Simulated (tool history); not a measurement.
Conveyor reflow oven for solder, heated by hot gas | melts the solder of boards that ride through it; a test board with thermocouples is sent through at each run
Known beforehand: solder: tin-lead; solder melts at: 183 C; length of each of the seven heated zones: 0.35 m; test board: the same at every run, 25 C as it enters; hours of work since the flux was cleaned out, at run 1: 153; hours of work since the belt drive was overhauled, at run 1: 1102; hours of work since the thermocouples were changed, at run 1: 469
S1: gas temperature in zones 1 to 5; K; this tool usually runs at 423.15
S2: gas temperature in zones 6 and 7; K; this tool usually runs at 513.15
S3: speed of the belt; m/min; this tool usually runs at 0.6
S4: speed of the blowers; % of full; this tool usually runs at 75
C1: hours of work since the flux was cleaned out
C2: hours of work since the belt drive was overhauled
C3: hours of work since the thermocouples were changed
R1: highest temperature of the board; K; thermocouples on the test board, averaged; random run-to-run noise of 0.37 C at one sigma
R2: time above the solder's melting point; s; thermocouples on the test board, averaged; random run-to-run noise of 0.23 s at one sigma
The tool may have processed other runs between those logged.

run    hour      S1      S2     S3  S4   C1    C2    C3      R1    R2
  1       0  423.15  513.15    0.6  75  153  1102   469  497.05    62
  2    97.4  423.15  517.15    0.6  75  220  1170   537  499.65  63.3
  3   196.2  423.15  517.15    0.6  75  288  1238   605  497.55  62.8
  4   268.5  423.15  513.15    0.6  86  338  1288   654  495.85  62.2
  5   327.9  419.15  513.15    0.6  86  379  1329   695  494.55  59.5
  6   420.6  419.15  513.15    0.6  86  443  1392   759  494.15  59.2
  7   481.8  419.15  513.15    0.6  86  485  1435   802  492.95  58.6
      511.9  -- flux residue cleaned out of gas plates and filters
  8   533.7  419.15  513.15    0.6  86   15  1467   834  498.85  62.1
  9     619  423.15  513.15    0.6  75   74  1526   893  496.65  62.5
 10   718.2  423.15  513.15    0.6  75  142  1594   961  496.05  62.4
 11     774  423.15  513.15    0.6  75  181  1633  1000  495.45  62.4
      823.3  -- belt drive overhauled, speed set with a stopwatch
 12   840.2  423.15  513.15    0.6  75  224    12  1042  495.05  62.4
 13   885.6  423.15  513.15    0.6  75  255    43  1074  494.25    62
 14   968.6  423.15  513.15  0.692  75  312   100  1131  489.45  50.5
      982.1  -- belt drive overhauled, speed set with a stopwatch, once more
     1011.2  -- thermocouples of zones 6 and 7 changed
 15  1061.3  423.15  513.15    0.6  75  372    53    35  495.15  58.8
 16  1159.6  423.15  513.15    0.6  75  440   121   102  493.55  57.8
 17  1220.3  424.15  503.15  0.604  57  482   163   144  481.95  48.6
       1257  -- flux residue cleaned out of gas plates and filters
 18  1314.6  423.15  512.15  0.516  75   40   224   206  500.15  73.6
 19  1357.9  423.15  512.15  0.516  75   70   254   236  501.05  73.2
 20  1445.2  423.15  512.15  0.516  75  130   314   296  500.35    73
 21  1517.8  423.15  512.15  0.516  75  180   365   346  499.65  72.6
 22  1567.2  421.15  512.15  0.516  75  214   399   380  498.25    71
 23  1611.8  413.15  515.15  0.643  75  245   429   411  492.65  50.8
 24  1702.1  413.15  515.15  0.643  53  307   492   473  487.35  46.3
 25  1791.3  423.15  517.15   0.65  75  368   553   534  494.75  54.3
 26  1846.9  433.15  504.15  0.627  58  407   591   573  484.45  53.6
 27  1949.1  437.15  510.15  0.544  54  477   662   643  492.55  71.4
     1989.7  -- flux residue cleaned out of gas plates and filters
 28  2025.1  437.15  510.15  0.544  54   24   711   692  495.55  74.2
 29  2128.8  423.15  504.15  0.489  62   96   782   764  491.45  72.7
 30  2195.7  423.15  508.15  0.511  75  142   828   810  495.25  71.7
 31  2249.2  436.15  508.15  0.582  75  179   865   847  494.65  68.1

Pick out some run-to-run changes in R1. Of each, how much would a tool without hidden state show as well, from the settings, what came in and chance, and how much is left for the hidden state and any gauge scatter not in both results compared?
What the log doesn't record here: heat that the gas passes to the board, % of a clean oven's; belt's true speed, % of the reading; true gas temperature in zones 6 and 7 over the reading, C; drift of the gauge itself on peak_c, C; drift of the gauge itself on liquid_s, %.
Run 7 -> 8: flux residue cleaned out of gas plates and filters. R1 +5.9 K: hidden state +4.8, all else +1.1.
Run 16 -> 17: S1 423.15 -> 424.15, S2 513.15 -> 503.15, S3 0.6 -> 0.604, S4 75 -> 57. R1 -11.6 K: hidden state +0.1, all else -11.7.
Run 17 -> 18: S1 424.15 -> 423.15, S2 503.15 -> 512.15, S3 0.604 -> 0.516, S4 57 -> 75, flux residue cleaned out of gas plates and filters. R1 +18.2 K: hidden state +4.1, all else +14.1.
Run 25 -> 26: S1 423.15 -> 433.15, S2 517.15 -> 504.15, S3 0.65 -> 0.627, S4 75 -> 58. R1 -10.3 K: hidden state +0.7, all else -11.
Run 27 -> 28: flux residue cleaned out of gas plates and filters. R1 +3 K: hidden state +3.4, all else -0.4.
